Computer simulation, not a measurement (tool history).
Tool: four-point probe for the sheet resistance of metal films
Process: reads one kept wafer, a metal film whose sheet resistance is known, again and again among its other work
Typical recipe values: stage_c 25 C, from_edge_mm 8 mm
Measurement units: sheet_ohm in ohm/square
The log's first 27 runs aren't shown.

run    hour  stage_c  from_edge_mm  touches since the probe head was changed  hours of work since the stage's thermometer was calibrated  sheet_ohm
 28  1482.3       35             8                                     32682                                                         692   3.976943
 29  1519.5       25             6                                     34085                                                         711   4.018652
 30  1597.8       23            70                                     37041                                                         750   4.012399
 31  1635.2       35            49                                     38455                                                         769   3.967184
 32  1692.9       35            49                                     40630                                                         798   3.965515
 33  1746.9       35            49                                     42668                                                         825   3.965364
 34  1811.6       30            69                                     45114                                                         858   3.981613
 35  1892.6       28             5                                     48168                                                         898   4.010338
 36  1948.4       28             5                                     50274                                                         926   4.009895
 37  2010.8       19             5                                     52633                                                         958   4.044278
 38  2066.9       19             5                                     54747                                                         986   4.043296
 39  2103.0       31            56                                     56109                                                        1004   3.976962
 40  2143.6       22             8                                     57642                                                        1025   4.018454
 41  2221.3       22             8                                     60578                                                        1064   4.018292
 42  2298.8       25             5                                     63502                                                        1103   4.017657
 43  2365.0       19            39                                     66001                                                        1136   4.021419
 44  2433.6       27            38                                     68588                                                        1170   3.990089

3 ways to go on from here, each from the tool as it stands after run 44. What would each give?
  A  2488.1       28            29                                     70645                                                        1198          ?
  B  2488.1       23             5                                     70645                                                        1198          ?
  C  2488.1       23            38                                     70645                                                        1198          ?

run  sheet_ohm
  A   3.985385
  B   4.024288
  C   4.003743
Without the tool's hidden state the same runs would have given:
run  sheet_ohm
  A   3.989763
  B   4.028741
  C   4.008175

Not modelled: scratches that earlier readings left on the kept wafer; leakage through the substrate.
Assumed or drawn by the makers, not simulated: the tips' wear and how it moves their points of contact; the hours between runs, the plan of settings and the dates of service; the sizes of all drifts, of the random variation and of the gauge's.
